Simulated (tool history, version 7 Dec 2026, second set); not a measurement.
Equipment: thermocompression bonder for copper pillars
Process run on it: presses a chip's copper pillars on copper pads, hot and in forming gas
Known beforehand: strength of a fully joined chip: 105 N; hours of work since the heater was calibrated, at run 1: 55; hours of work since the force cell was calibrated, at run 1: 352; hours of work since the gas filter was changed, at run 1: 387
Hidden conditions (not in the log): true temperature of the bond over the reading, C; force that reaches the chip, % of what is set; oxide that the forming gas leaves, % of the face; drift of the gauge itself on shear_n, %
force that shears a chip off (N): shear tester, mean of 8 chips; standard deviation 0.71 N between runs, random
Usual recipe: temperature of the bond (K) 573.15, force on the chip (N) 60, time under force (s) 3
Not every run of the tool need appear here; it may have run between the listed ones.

run   hour  temperature of the bond (K)  force on the chip (N)  time under force (s)  hours of work since the heater was calibrated  hours of work since the force cell was calibrated  hours of work since the gas filter was changed  force that shears a chip off (N)
  1    0.0                       573.15                     60                     3                                             55                                                352                                             387                              49.6
  2   37.9                       557.15                     60                     3                                             85                                                382                                             417                              37.6
  3   58.4                       557.15                     60                     3                                            101                                                398                                             433                              37.6
      71.7  -- forming gas filter changed
  4   78.9                       573.15                     60                     3                                            117                                                414                                               6                              48.0
  5  101.1                       573.15                     60                     4                                            134                                                432                                              23                              52.9
  6  119.6                       573.15                     60                     4                                            149                                                446                                              38                              52.7
  7  158.4                       573.15                     60                     4                                            180                                                477                                              69                              51.1
  8  193.7                       573.15                     60                     4                                            208                                                505                                              97                              51.2
  9  217.2                       573.15                     67                     3                                            226                                                523                                             115                              51.5
 10  250.1                       573.15                     60                     6                                            252                                                550                                             141                              59.6
 11  285.8                       573.15                     60                     6                                            280                                                578                                             170                              58.3
     289.9  -- heater calibrated with a thermocouple chip
 12  309.9                       573.15                     60                     6                                             16                                                595                                             187                              55.3
 13  346.3                       573.15                     61                     3                                             45                                                624                                             216                              43.3
 14  372.5                       573.15                     37                     3                                             65                                                645                                             237                              25.9
 15  401.3                       573.15                     37                     3                                             88                                                668                                             259                              25.7
     423.2  -- heater calibrated with a thermocouple chip, once more
 16  423.2                       597.15                     60                     3                                              0                                                683                                             275                              63.3
 17  454.4                       593.15                     52                     3                                             25                                                708                                             300                              54.7
 18  489.0                       593.15                     52                     3                                             52                                                736                                             327                              53.6
 19  519.1                       573.15                     58                     3                                             76                                                759                                             351                              45.7
 20  539.6                       573.15                     86                     4                                             92                                                776                                             367                              68.3
 21  576.4                       573.15                     51                     2                                            121                                                805                                             396                              33.0
 22  602.2                       573.15                     45                     4                                            142                                                825                                             417                              39.8
 23  620.4                       573.15                     70                     5                                            156                                                840                                             431                              59.9
     635.6  -- forming gas filter changed
 24  659.8                       573.15                     70                     5                                            187                                                870                                              19                              61.6
 25  698.7                       573.15                     70                     5                                            218                                                901                                              50                              62.8
 26  736.9                       575.15                     86                     8                                            248                                                931                                              80                              79.0
 27  768.8                       602.15                     60                     6                                            273                                                957                                             105                              77.3
 28  790.6                       602.15                     60                     6                                            290                                                974                                             123                              75.7
 29  806.7                       602.15                     73                     3                                            303                                                987                                             135                              71.8
 30  833.4                       573.15                     46                     3                                            324                                               1008                                             157                              34.1

Consider 3 possible next runs. They are alternatives, not a sequence: every one starts from the tool as it was left by run 30. What does each give?
  A  865.3                       573.15                     46                     8                                            350                                               1033                                             182                                 ?
  B  865.3                       573.15                     47                     3                                            350                                               1033                                             182                                 ?
  C  865.3                       573.15                     62                     5                                            350                                               1033                                             182                                 ?

run  force that shears a chip off (N)
  A                              48.5
  B                              34.1
  C                              53.5
What these runs would have given with no unlogged condition in the tool:
run  force that shears a chip off (N)
  A                              56.1
  B                              40.2
  C                              61.5
